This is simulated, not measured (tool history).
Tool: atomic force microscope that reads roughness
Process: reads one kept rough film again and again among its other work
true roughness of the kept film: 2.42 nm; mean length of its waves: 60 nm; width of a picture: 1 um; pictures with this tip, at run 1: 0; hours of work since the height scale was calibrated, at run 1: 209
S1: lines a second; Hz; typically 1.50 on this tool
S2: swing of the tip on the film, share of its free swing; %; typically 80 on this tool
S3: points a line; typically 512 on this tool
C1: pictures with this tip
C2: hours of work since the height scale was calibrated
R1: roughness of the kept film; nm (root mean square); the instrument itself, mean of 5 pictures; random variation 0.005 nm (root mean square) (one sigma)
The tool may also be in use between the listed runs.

run   hour    S1  S2   S3   C1   C2     R1
  1    0.0  1.50  80  512    0  209  2.037
  2    8.1  1.50  80  512   15  215  2.026
  3   19.3  1.50  80  512   35  223  2.018
  4   25.9  1.50  86  512   47  227  1.926
  5   38.5  1.50  86  512   69  236  1.922
  6   46.6  1.50  86  512   84  242  1.902
  7   55.7  1.50  80  512  101  248  1.973
  8   65.6  1.50  80  512  118  255  1.970
  9   76.0  1.50  80  512  137  262  1.969
 10   87.3  1.50  80  306  158  270  1.949
 11   98.2  1.50  80  306  177  277  1.948
 12  104.8  1.50  80  306  189  282  1.937
 13  112.7  1.50  80  436  203  287  1.936
     115.5  -- new tip fitted
 14  119.1  1.50  80  436    6  292  2.029
 15  128.2  1.50  80  549   23  298  2.027
 16  134.1  1.50  80  549   33  302  2.021
 17  141.9  1.50  80  549   47  307  2.006
 18  149.2  1.50  80  549   61  312  2.002
 19  161.9  1.50  80  549   83  321  1.986
 20  173.5  1.50  80  512  105  329  1.978
 21  179.2  1.50  80  512  115  333  1.982
 22  187.1  1.50  80  512  129  339  1.974
 23  194.6  1.50  80  512  143  344  1.977
 24  200.3  1.50  80  512  153  348  1.965
 25  210.6  1.50  80  512  171  355  1.960
 26  223.2  1.50  80  512  194  364  1.941
     231.6  -- new tip fitted
 27  234.7  1.50  80  512    6  371  2.031
 28  245.2  2.88  80  512   25  379  1.791
 29  258.3  2.88  80  512   49  388  1.797
 30  269.3  1.21  82  401   69  395  2.040
 31  278.3  1.50  58  512   85  402  2.200
 32  290.8  1.50  58  512  107  410  2.198
 33  302.6  1.50  58  512  129  419  2.187
 34  310.3  1.50  58  512  143  424  2.189
 35  322.1  1.01  59  648  164  432  2.206
 36  330.7  0.85  65  420  180  438  2.184
 37  339.9  0.72  60  804  196  445  2.197
     347.0  -- new tip fitted
 38  348.4  0.72  60  804    3  450  2.315
 39  361.1  0.72  60  804   26  459  2.297
 40  369.8  1.50  65  512   41  465  2.181
 41  379.9  0.85  61  659   59  472  2.266
 42  390.1  1.57  81  596   78  479  1.981
 43  399.1  0.85  57  355   94  485  2.257
 44  406.3  0.99  80  311  107  490  2.081
 45  412.8  1.09  61  311  119  495  2.208
 46  418.7  1.09  61  311  130  499  2.205
 47  425.4  2.01  86  783  142  504  1.782
 48  435.1  2.01  86  783  159  510  1.767
 49  440.8  0.55  86  783  169  514  2.102
 50  450.8  1.06  73  352  188  521  2.090
 51  459.6  1.72  71  460  203  527  2.027
     462.3  -- new tip fitted
 52  469.1  1.72  71  460   12  534  2.125
 53  479.8  1.72  71  460   31  541  2.108
 54  487.3  0.65  81  891   45  546  2.186

Hidden state or all else? Some run-to-run changes of R1, split into what the settings, what came in and random variation would give without the hidden state, and what is left for the hidden state (with any gauge scatter that isn't in both results):
What the log doesn't record here: radius of the tip, nm; height scale over the true one, %; drift of the gauge itself on roughness_nm, %.
Run 13 -> 14: new tip fitted. R1 +0.093 nm (root mean square): hidden state +0.096, all else -0.003.
Run 37 -> 38: new tip fitted. R1 +0.118 nm (root mean square): hidden state +0.106, all else +0.012.
Run 41 -> 42: S1 0.85 -> 1.57, S2 61 -> 81, S3 659 -> 596. R1 -0.285 nm (root mean square): hidden state -0.007, all else -0.278.
Run 46 -> 47: S1 1.09 -> 2.01, S2 61 -> 86, S3 311 -> 783. R1 -0.423 nm (root mean square): hidden state +0.006, all else -0.429.
Run 48 -> 49: S1 2.01 -> 0.55. R1 +0.335 nm (root mean square): hidden state -0.016, all else +0.351.
Run 51 -> 52: new tip fitted. R1 +0.098 nm (root mean square): hidden state +0.094, all else +0.004.
